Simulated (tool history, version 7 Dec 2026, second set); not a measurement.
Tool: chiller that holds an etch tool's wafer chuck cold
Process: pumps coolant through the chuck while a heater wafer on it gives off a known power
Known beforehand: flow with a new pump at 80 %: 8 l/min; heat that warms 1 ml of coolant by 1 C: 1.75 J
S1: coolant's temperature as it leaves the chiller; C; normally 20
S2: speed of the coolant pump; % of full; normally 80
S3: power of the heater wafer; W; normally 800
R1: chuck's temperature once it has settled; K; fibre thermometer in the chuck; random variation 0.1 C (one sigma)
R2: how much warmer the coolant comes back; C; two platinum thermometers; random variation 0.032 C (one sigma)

| run | day | S1 | S2 | S3 | R1 | R2 |
|---|---|---|---|---|---|---|
| 1 | 0 | 20 | 80 | 800 | 301.95 | 3.43 |
| 2 | 0.662 | 20 | 80 | 800 | 301.85 | 3.4 |
| 3 | 1.579 | 20 | 80 | 800 | 301.75 | 3.44 |
| 4 | 2.529 | 20 | 80 | 800 | 301.85 | 3.43 |
| 5 | 3.375 | 20 | 80 | 800 | 301.85 | 3.37 |
| 6 | 4.2 | 20 | 80 | 800 | 301.95 | 3.44 |
| 7 | 5.417 | 20 | 80 | 1149 | 305.75 | 4.91 |
| 8 | 5.954 | 20 | 80 | 1149 | 305.65 | 4.88 |
| 9 | 7.083 | 20 | 80 | 1149 | 305.65 | 4.92 |
| 10 | 8.042 | 20 | 80 | 1149 | 305.65 | 4.97 |
| 11 | 8.633 | 20 | 80 | 1149 | 305.75 | 4.87 |
| 12 | 9.329 | 20 | 80 | 800 | 302.05 | 3.43 |
| 13 | 9.983 | 20 | 67 | 800 | 303.25 | 4.18 |
| 14 | 10.629 | 20 | 77 | 800 | 302.25 | 3.63 |
| 15 | 11.412 | 20 | 77 | 800 | 302.15 | 3.64 |
| 16 | 12.546 | 20 | 77 | 800 | 302.25 | 3.62 |
| 17 | 13.738 | 20 | 77 | 800 | 302.25 | 3.59 |
| 18 | 14.733 | 20 | 61 | 524 | 300.35 | 3.03 |
| 19 | 15.883 | 11 | 95 | 524 | 289.15 | 1.88 |
| 20 | 16.933 | 11 | 95 | 524 | 289.25 | 1.81 |
| 21 | 17.612 | 11 | 95 | 524 | 289.15 | 1.88 |
| 22 | 18.775 | 20 | 82 | 800 | 301.75 | 3.33 |
| 23 | 19.504 | 20 | 82 | 800 | 301.85 | 3.33 |
| 24 | 20.658 | 15 | 98 | 1103 | 298.25 | 3.74 |
| 25 | 21.65 | 20 | 84 | 710 | 300.65 | 2.85 |
| 26 | 22.5 | 26 | 63 | 568 | 306.95 | 3.23 |
| 27 | 23.121 | 26 | 63 | 568 | 306.55 | 3.19 |
| 28 | 24 | 10 | 80 | 614 | 289.95 | 2.64 |
| 29 | 24.8 | 10 | 80 | 614 | 289.85 | 2.63 |
| 30 | 26.058 | 14 | 89 | 874 | 295.75 | 3.37 |
| 31 | 27.012 | 14 | 89 | 874 | 295.95 | 3.32 |
| 32 | 27.712 | 20 | 87 | 1173 | 305.05 | 4.62 |

Alternative continuations, all from the tool just after run 32; predict every row:
| A | 28.533 | 20 | 87 | 495 | ? | ? |
| B | 28.533 | 11 | 63 | 414 | ? | ? |
| C | 28.533 | 24 | 80 | 800 | ? | ? |
| D | 28.533 | 20 | 81 | 800 | ? | ? |

| run | R1 | R2 |
|---|---|---|
| A | 298.35 | 1.93 |
| B | 289.55 | 2.36 |
| C | 305.85 | 3.38 |
| D | 301.65 | 3.39 |
Without the tool's unlogged condition, the same runs would have read:
| run | R1 | R2 |
|---|---|---|
| A | 298.25 | 1.93 |
| B | 289.55 | 2.36 |
| C | 305.85 | 3.38 |
| D | 301.65 | 3.39 |
